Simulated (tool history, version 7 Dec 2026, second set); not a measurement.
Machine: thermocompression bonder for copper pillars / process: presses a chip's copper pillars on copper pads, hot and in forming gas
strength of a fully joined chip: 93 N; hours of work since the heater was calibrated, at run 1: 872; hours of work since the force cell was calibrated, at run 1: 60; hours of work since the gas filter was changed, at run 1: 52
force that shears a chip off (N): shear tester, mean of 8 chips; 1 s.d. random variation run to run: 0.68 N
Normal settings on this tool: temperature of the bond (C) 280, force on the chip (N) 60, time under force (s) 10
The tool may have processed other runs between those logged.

| run | hour | temperature of the bond (C) | force on the chip (N) | time under force (s) | hours of work since the heater was calibrated | hours of work since the force cell was calibrated | hours of work since the gas filter was changed | force that shears a chip off (N) |
|---|---|---|---|---|---|---|---|---|
| 1 | 0.0 | 280 | 60 | 10 | 872 | 60 | 52 | 40.5 |
| 2 | 8.9 | 280 | 60 | 10 | 876 | 64 | 57 | 39.2 |
| 3 | 16.7 | 280 | 60 | 10 | 880 | 68 | 61 | 40.9 |
| 4 | 21.9 | 280 | 60 | 10 | 882 | 70 | 63 | 39.2 |
| 5 | 28.3 | 280 | 60 | 10 | 885 | 74 | 66 | 41.2 |
| 6 | 32.3 | 280 | 60 | 10 | 887 | 75 | 68 | 40.6 |
| 7 | 40.6 | 280 | 74 | 10 | 891 | 80 | 72 | 49.1 |
| 8 | 45.6 | 280 | 74 | 10 | 894 | 82 | 75 | 47.7 |
| 9 | 51.2 | 280 | 74 | 10 | 897 | 85 | 77 | 46.8 |
| 10 | 57.4 | 280 | 74 | 10 | 900 | 88 | 80 | 49.4 |
| 11 | 66.1 | 253 | 60 | 10 | 904 | 92 | 85 | 30.0 |
| 12 | 75.3 | 253 | 60 | 10 | 908 | 97 | 89 | 30.0 |
| 13 | 82.4 | 253 | 60 | 10 | 912 | 100 | 93 | 28.8 |
| 14 | 88.7 | 253 | 60 | 10 | 915 | 103 | 96 | 29.4 |
| 15 | 96.9 | 253 | 60 | 10 | 919 | 107 | 100 | 29.9 |
| 16 | 105.4 | 270 | 60 | 10 | 923 | 111 | 104 | 36.6 |
| 17 | 109.7 | 270 | 60 | 7 | 925 | 113 | 106 | 30.9 |
| 18 | 116.8 | 290 | 60 | 7 | 929 | 117 | 110 | 37.9 |
| 19 | 123.6 | 303 | 54 | 6 | 932 | 120 | 113 | 36.9 |
| 20 | 128.2 | 252 | 84 | 10 | 934 | 122 | 115 | 41.7 |
| 21 | 132.4 | 252 | 84 | 6 | 936 | 124 | 117 | 33.3 |
| 22 | 138.1 | 271 | 62 | 23 | 939 | 127 | 120 | 50.2 |
| 23 | 142.1 | 294 | 72 | 7 | 941 | 129 | 122 | 46.5 |
| 24 | 147.2 | 280 | 90 | 10 | 944 | 132 | 124 | 55.3 |
| 25 | 154.5 | 303 | 82 | 13 | 947 | 135 | 128 | 64.5 |
| 26 | 159.4 | 303 | 50 | 13 | 950 | 138 | 130 | 43.8 |
| 27 | 165.0 | 262 | 60 | 11 | 952 | 140 | 133 | 34.2 |
| 28 | 170.8 | 276 | 60 | 11 | 955 | 143 | 136 | 39.1 |
| 29 | 179.2 | 276 | 60 | 11 | 959 | 147 | 140 | 39.8 |
| 30 | 183.5 | 272 | 60 | 6 | 961 | 150 | 142 | 29.2 |
| 31 | 192.4 | 272 | 60 | 6 | 966 | 154 | 147 | 28.9 |
| 32 | 198.2 | 268 | 72 | 6 | 969 | 157 | 149 | 34.0 |

Selected run-to-run steps in force that shears a chip off (N), each split into two signed amounts: the part the tool would show with no hidden state at all (from settings, incoming material and random variation), and the remainder, which goes to the hidden state together with any gauge scatter not common to the measured and the hidden-state-free results:
Hidden conditions of the tool in this case: true temperature of the bond over the reading, C; force that reaches the chip, % of what is set; oxide that the forming gas leaves, % of the face; drift of the gauge itself on shear_n, %.
Run 10 -> 11: temperature of the bond (C) 280 -> 253, force on the chip (N) 74 -> 60. force that shears a chip off (N) -19.4: hidden state +1.0, all else -20.4.
Run 19 -> 20: temperature of the bond (C) 303 -> 252, force on the chip (N) 54 -> 84, time under force (s) 6 -> 10. force that shears a chip off (N) +4.8: hidden state -1.5, all else +6.3.
Run 21 -> 22: temperature of the bond (C) 252 -> 271, force on the chip (N) 84 -> 62, time under force (s) 6 -> 23. force that shears a chip off (N) +16.9: hidden state -1.0, all else +17.9.
Run 25 -> 26: force on the chip (N) 82 -> 50. force that shears a chip off (N) -20.7: hidden state +0.4, all else -21.1.
